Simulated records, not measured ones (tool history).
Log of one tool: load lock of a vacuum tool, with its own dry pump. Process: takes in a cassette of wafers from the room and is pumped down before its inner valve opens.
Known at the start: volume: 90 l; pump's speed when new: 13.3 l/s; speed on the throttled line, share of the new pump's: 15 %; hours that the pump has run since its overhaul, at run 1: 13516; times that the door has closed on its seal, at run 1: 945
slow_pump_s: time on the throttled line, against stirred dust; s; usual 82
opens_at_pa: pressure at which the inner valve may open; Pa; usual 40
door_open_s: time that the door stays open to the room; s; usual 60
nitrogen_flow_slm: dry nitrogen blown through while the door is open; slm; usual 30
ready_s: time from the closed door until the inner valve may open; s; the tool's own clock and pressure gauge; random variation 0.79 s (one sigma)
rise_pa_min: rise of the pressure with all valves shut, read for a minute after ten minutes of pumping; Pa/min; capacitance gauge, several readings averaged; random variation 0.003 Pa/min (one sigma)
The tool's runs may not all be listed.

run	hour	slow_pump_s	opens_at_pa	door_open_s	nitrogen_flow_slm	hours that the pump has run since its overhaul	times that the door has closed on its seal	incoming humidity of the room's air, %	ready_s	rise_pa_min
1	0	82	40	60	30	13516	945	44.1	129.4	0.036
2	322	82	45	60	30	13838	1446	43.6	128.9	0.04
3	752.2	82	45	60	30	14268	2115	49	128.8	0.044
4	1144.3	82	38	60	30	14660	2724	48.1	131	0.048
5	1362.9	82	38	60	30	14879	3064	47.5	128.8	0.036
6	1548.2	82	38	60	30	15064	3352	44.1	130.7	0.039
7	1810.1	44	40	60	30	15326	3760	45.3	98.8	0.046
8	2138.3	44	40	60	30	15654	4270	45.5	98.8	0.04
9	2404.9	82	40	60	30	15921	4685	43.6	131	0.045
# hour 2521.4: dry pump taken out, an overhauled one fitted
10	2733.3	82	55	60	30	212	5186	45.4	120.9	0.034
11	3133.7	82	40	60	30	612	5808	46.7	123.5	0.045
12	3325.1	82	40	60	30	804	6106	42.6	123.2	0.041
13	3743.2	53	40	60	30	1222	6756	43.8	100	0.048
14	4145.3	53	40	60	30	1624	7381	45.4	100.2	0.045
15	4574.6	53	40	60	30	2053	8049	48.9	99.7	0.053
16	4785.7	53	40	60	30	2264	8377	47.7	99	0.049
17	5118.3	82	40	60	30	2597	8894	43.1	124.2	0.055
18	5499.5	82	40	60	33	2978	9487	46.6	125.1	0.052
19	5895.8	73	40	60	30	3374	10103	45.3	117.9	0.055
20	6213	82	31	60	42	3692	10596	44.6	125.1	0.053
21	6585.1	82	31	60	42	4064	11175	44.1	127.4	0.044
22	6906.4	91	31	35	42	4385	11674	47	133.3	0.039
23	7230.4	82	40	75	30	4709	12178	47	124.3	0.062
24	7679.9	82	40	75	30	5159	12877	43.5	124	0.059
25	8096.8	82	40	75	30	5575	13525	46	125	0.07
26	8508.7	82	40	75	30	5987	14165	47.6	127.2	0.072
27	8767.5	60	46	156	7	6246	14568	45	105.3	0.131
28	9111.8	60	50	156	7	6590	15103	45.2	105.1	0.128
29	9536.5	77	72	215	29	7015	15763	48.8	118.5	0.118
30	9864.9	155	37	112	29	7344	16274	46.1	187.8	0.086
31	10229.1	82	50	60	22	7708	16840	41.6	126.3	0.073
32	10467.5	82	50	60	22	7946	17211	47.7	124.1	0.075
33	10750.5	82	50	60	22	8229	17651	42.1	124.9	0.074
34	11163.3	51	40	60	30	8642	18293	44.8	101.6	0.074
35	11516.6	51	40	60	30	8995	18842	45	100.4	0.071
36	11917.7	42	62	36	16	9396	19466	46.3	91.5	0.074
37	12261.2	82	35	60	8	9740	20000	43.3	128.1	0.093
38	12617.3	82	79	60	5	10096	20554	43.2	124	0.094

Hidden state at the last listed run before each entry between runs and at the first one after, where it differs:
Between runs 9 and 10: dry pump taken out, an overhauled one fitted (hour 2521.4)
  pump's speed, % of a new pump's: 83.5 -> 98.1; leak at the door's seal, Pa l/s: 0.012 -> 0.0131
  measured less the result without the state, ready_s: +8.1 -> +0.8 s; rise_pa_min: +0.007 -> +0.007 Pa/min
